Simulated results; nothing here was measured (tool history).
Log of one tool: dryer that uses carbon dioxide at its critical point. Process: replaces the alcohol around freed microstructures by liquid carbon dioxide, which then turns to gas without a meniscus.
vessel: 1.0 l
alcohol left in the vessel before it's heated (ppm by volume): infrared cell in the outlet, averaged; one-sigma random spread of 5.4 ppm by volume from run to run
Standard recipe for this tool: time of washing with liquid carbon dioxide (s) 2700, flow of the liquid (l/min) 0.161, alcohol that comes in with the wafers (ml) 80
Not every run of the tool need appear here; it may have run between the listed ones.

run	hour	time of washing with liquid carbon dioxide (s)	flow of the liquid (l/min)	alcohol that comes in with the wafers (ml)	alcohol left in the vessel before it's heated (ppm by volume)
1	0.0	2700	0.161	80	255
2	36.8	2100	0.161	80	821
3	60.3	2100	0.161	80	828
4	81.2	2100	0.161	80	842
5	113.2	2100	0.161	80	861
6	129.8	2100	0.161	80	877
7	162.3	2100	0.161	80	904
8	182.5	2700	0.161	32	159
9	219.4	2700	0.161	32	169
10	256.8	2700	0.161	32	164
11	277.8	2700	0.161	32	181
12	303.7	2700	0.161	32	177
# hour 339.0: inlet filter changed
13	340.5	2700	0.161	32	130
14	358.9	1680	0.126	117	5728
15	388.3	1680	0.126	117	5592
16	411.9	2340	0.126	117	1841
17	446.0	1740	0.228	75	299
18	476.2	4140	0.256	57	84
19	506.3	3060	0.235	108	87
20	527.3	2580	0.126	57	693
21	548.0	2580	0.126	57	696

Subtracting, for every run, the result it would have given without the tool's unlogged condition from the measured result gives the following. The same run-to-run variation enters both numbers; the gauge's scatter may not:
Hidden state present: flow that reaches the vessel past the clogged filter, %; alcohol in the recycled carbon dioxide, ppm; drift of the gauge itself on alcohol_ppm, %.
run	alcohol left in the vessel before it's heated (ppm by volume)
1	+105
2	+242
3	+254
4	+266
5	+284
6	+298
7	+320
8	+97
9	+103
10	+106
11	+110
12	+115
13	+71
14	+139
15	+199
16	+154
17	+98
18	+77
19	+82
20	+153
21	+161
